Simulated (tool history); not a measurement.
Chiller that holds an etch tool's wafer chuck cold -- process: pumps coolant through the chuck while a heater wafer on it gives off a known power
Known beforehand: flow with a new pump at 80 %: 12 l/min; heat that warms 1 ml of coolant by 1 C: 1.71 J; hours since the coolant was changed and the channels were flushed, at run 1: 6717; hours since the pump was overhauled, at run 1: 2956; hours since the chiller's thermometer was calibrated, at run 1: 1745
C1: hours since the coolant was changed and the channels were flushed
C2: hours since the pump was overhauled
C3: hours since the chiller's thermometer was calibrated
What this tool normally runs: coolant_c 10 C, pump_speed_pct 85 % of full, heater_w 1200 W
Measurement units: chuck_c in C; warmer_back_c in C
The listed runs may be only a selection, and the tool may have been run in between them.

run 1 hour=0 | coolant_c=10 pump_speed_pct=85 heater_w=1200 | C1=6717 C2=2956 C3=1745 | chuck_c=17.47 warmer_back_c=3.3
run 2 hour=66.8 | coolant_c=10 pump_speed_pct=85 heater_w=1200 | C1=6783 C2=3022 C3=1812 | chuck_c=17.25 warmer_back_c=3.32
run 3 hour=130.8 | coolant_c=10 pump_speed_pct=85 heater_w=1200 | C1=6847 C2=3086 C3=1876 | chuck_c=17.38 warmer_back_c=3.34
run 4 hour=198.6 | coolant_c=10 pump_speed_pct=85 heater_w=1200 | C1=6915 C2=3154 C3=1944 | chuck_c=17.4 warmer_back_c=3.31
-- hour=261.2 chiller's thermometer calibrated
run 5 hour=288.8 | coolant_c=10 pump_speed_pct=85 heater_w=1200 | C1=7004 C2=3243 C3=28 | chuck_c=17.24 warmer_back_c=3.28
-- hour=369.1 coolant changed, channels flushed
run 6 hour=391 | coolant_c=10 pump_speed_pct=85 heater_w=1200 | C1=22 C2=3340 C3=124 | chuck_c=17.32 warmer_back_c=3.32
run 7 hour=447.4 | coolant_c=10 pump_speed_pct=85 heater_w=1200 | C1=78 C2=3396 C3=180 | chuck_c=17.35 warmer_back_c=3.3
run 8 hour=524.5 | coolant_c=6 pump_speed_pct=69 heater_w=722 | C1=155 C2=3473 C3=257 | chuck_c=11.19 warmer_back_c=2.49
run 9 hour=568.5 | coolant_c=14 pump_speed_pct=71 heater_w=953 | C1=199 C2=3517 C3=301 | chuck_c=20.58 warmer_back_c=3.16
run 10 hour=619 | coolant_c=14 pump_speed_pct=71 heater_w=953 | C1=250 C2=3568 C3=352 | chuck_c=20.74 warmer_back_c=3.18
run 11 hour=681.1 | coolant_c=11 pump_speed_pct=65 heater_w=737 | C1=312 C2=3630 C3=414 | chuck_c=16.62 warmer_back_c=2.68
run 12 hour=731.8 | coolant_c=3 pump_speed_pct=84 heater_w=1200 | C1=363 C2=3680 C3=465 | chuck_c=10.28 warmer_back_c=3.27
run 13 hour=812.8 | coolant_c=3 pump_speed_pct=84 heater_w=1200 | C1=444 C2=3761 C3=546 | chuck_c=10.31 warmer_back_c=3.35
run 14 hour=903.9 | coolant_c=3 pump_speed_pct=84 heater_w=1361 | C1=535 C2=3852 C3=637 | chuck_c=11.34 warmer_back_c=3.75

How the hidden state differs across the entries between the runs, from the last listed run before each to the first after it:
Runs 4 to 5: chiller's thermometer calibrated (hour 261.2)
  no hidden state differs between the two runs
Runs 5 to 6: coolant changed, channels flushed (hour 369.1)
  heat passed by the chuck's channels, % of clean ones': 99.9 -> 100
